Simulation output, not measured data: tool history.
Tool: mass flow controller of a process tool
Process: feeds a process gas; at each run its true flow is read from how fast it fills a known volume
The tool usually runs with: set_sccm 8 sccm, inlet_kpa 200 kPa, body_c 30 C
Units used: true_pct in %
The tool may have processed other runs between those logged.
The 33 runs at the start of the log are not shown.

run	hour	set_sccm	inlet_kpa	body_c	hours of work since the controller was set to zero	hours of work since the controller was changed	true_pct
34	8218.7	17	213	29	433	6151	101.62
35	8459.4	3	212	39	625	6343	99.70
36	8611.4	3	212	39	746	6464	99.81
37	8829.5	3	212	39	920	6638	99.92
38	9026.0	8	166	34	1077	6795	100.56
39	9236.6	8	153	30	1245	6963	100.40
# hour 9362.2: gauge calibrated
40	9483.3	8	153	30	1442	7160	98.16
41	9827.9	9	249	31	1717	7435	98.95
42	10010.6	8	260	38	1862	7580	98.82
43	10285.9	8	260	38	2082	7800	98.79
44	10513.3	8	260	38	2263	7982	98.88
45	10664.1	8	260	38	2384	8102	98.88
46	10840.2	9	229	28	2524	8242	99.16
47	11181.8	9	171	29	2797	8515	98.86
48	11451.3	4	242	30	3012	8730	98.68

Consider 3 possible next runs. They are alternatives, not a sequence: every one starts from the tool as it was left by run 48. What does each give?
A	11697.9	8	241	30	3208	8927	?
B	11697.9	9	253	35	3208	8927	?
C	11697.9	5	200	30	3208	8927	?

run	true_pct
A	99.16
B	99.34
C	98.70
With no hidden state in the tool, these same runs would have given:
run	true_pct
A	98.58
B	98.76
C	98.13
